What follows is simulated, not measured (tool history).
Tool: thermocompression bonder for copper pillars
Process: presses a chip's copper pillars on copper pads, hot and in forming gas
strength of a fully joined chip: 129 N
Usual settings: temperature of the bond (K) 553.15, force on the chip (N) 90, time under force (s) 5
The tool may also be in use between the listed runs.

run,hour,temperature of the bond (K),force on the chip (N),time under force (s),force that shears a chip off (N)
1,0,553.15,90,5,61.1
2,8.4,553.15,90,10,77.5
3,18.7,553.15,90,10,75.9
4,25.1,553.15,90,10,77.7
5,32.7,555.15,90,5,62.3
6,40.3,555.15,90,5,63.5
7,47.4,555.15,90,5,62.6
8,52.8,555.15,90,5,62.6
9,60.7,573.15,90,5,74.6
# hour 63.4: heater calibrated with a thermocouple chip
10,68.7,574.15,90,5,74.9
11,78.5,574.15,90,5,76.2
# hour 87.2: heater calibrated with a thermocouple chip, once more
12,89.3,574.15,83,3,57.3
13,96.7,574.15,83,3,58.7
14,106.6,574.15,123,7,91.8
15,114.5,574.15,123,7,90.9
16,124.3,574.15,123,7,90.4
17,130.1,553.15,90,4,55.2
# hour 138.7: forming gas filter changed
18,141.1,569.15,90,6,76.7
19,147.6,569.15,90,6,75.6
20,157.9,553.15,60,12,65.6

Hidden state or all else? Some run-to-run changes of force that shears a chip off (N), split into what the settings, what came in and random variation would give without the hidden state, and what is left for the hidden state (with any gauge scatter that isn't in both results):
The hidden state here: true temperature of the bond over the reading, C; force that reaches the chip, % of what is set; oxide that the forming gas leaves, % of the face; drift of the gauge itself on shear_n, %.
Run 11 -> 12: force on the chip (N) 90 -> 83, time under force (s) 5 -> 3, heater calibrated with a thermocouple chip, once more. force that shears a chip off (N) -18.9: hidden state -2.7, all else -16.2.
Run 13 -> 14: force on the chip (N) 83 -> 123, time under force (s) 3 -> 7. force that shears a chip off (N) +33.1: hidden state -1.4, all else +34.5.
Run 16 -> 17: temperature of the bond (K) 574.15 -> 553.15, force on the chip (N) 123 -> 90, time under force (s) 7 -> 4. force that shears a chip off (N) -35.2: hidden state +1.6, all else -36.8.
Run 17 -> 18: temperature of the bond (K) 553.15 -> 569.15, time under force (s) 4 -> 6, forming gas filter changed. force that shears a chip off (N) +21.5: hidden state +2.6, all else +18.9.

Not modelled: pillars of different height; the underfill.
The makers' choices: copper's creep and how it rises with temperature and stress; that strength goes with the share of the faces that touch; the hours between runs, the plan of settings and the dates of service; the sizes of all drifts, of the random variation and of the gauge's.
